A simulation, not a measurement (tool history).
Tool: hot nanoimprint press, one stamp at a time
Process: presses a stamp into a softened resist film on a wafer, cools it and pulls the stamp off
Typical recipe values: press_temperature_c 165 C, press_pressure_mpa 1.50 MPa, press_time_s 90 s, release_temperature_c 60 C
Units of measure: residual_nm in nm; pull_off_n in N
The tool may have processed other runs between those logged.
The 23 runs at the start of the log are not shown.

run	hour	press_temperature_c	press_pressure_mpa	press_time_s	release_temperature_c	hours of work since the thermocouple was calibrated	imprints on the stamp's release coat	hours of work since the press's seals were changed	residual_nm	pull_off_n
24	599.3	155	1.50	134	60	77	347	985	153.2	257
25	614.8	155	1.50	134	60	85	373	994	153.7	259
26	635.7	155	1.50	134	60	97	408	1005	153.1	260
27	667.3	174	1.21	90	46	114	461	1023	94.6	277
28	693.0	166	1.09	53	50	128	504	1037	148.9	270
29	717.4	161	1.09	53	48	142	545	1050	167.9	281
30	750.6	169	1.50	90	50	160	601	1069	102.4	287
31	769.0	169	1.31	90	50	170	631	1079	109.7	288

Predict each of these 3 candidate next runs independently; none follows another, all start after run 31:
A	783.7	165	1.50	150	46	178	656	1087	?	?
B	783.7	169	1.31	94	50	178	656	1087	?	?
C	783.7	169	1.31	90	66	178	656	1087	?	?

run	residual_nm	pull_off_n
A	103.0	291
B	108.1	290
C	109.3	262
Take away the tool's hidden state, keep each run's random variation, and the runs would have read:
run	residual_nm	pull_off_n
A	101.6	258
B	106.9	257
C	108.1	232
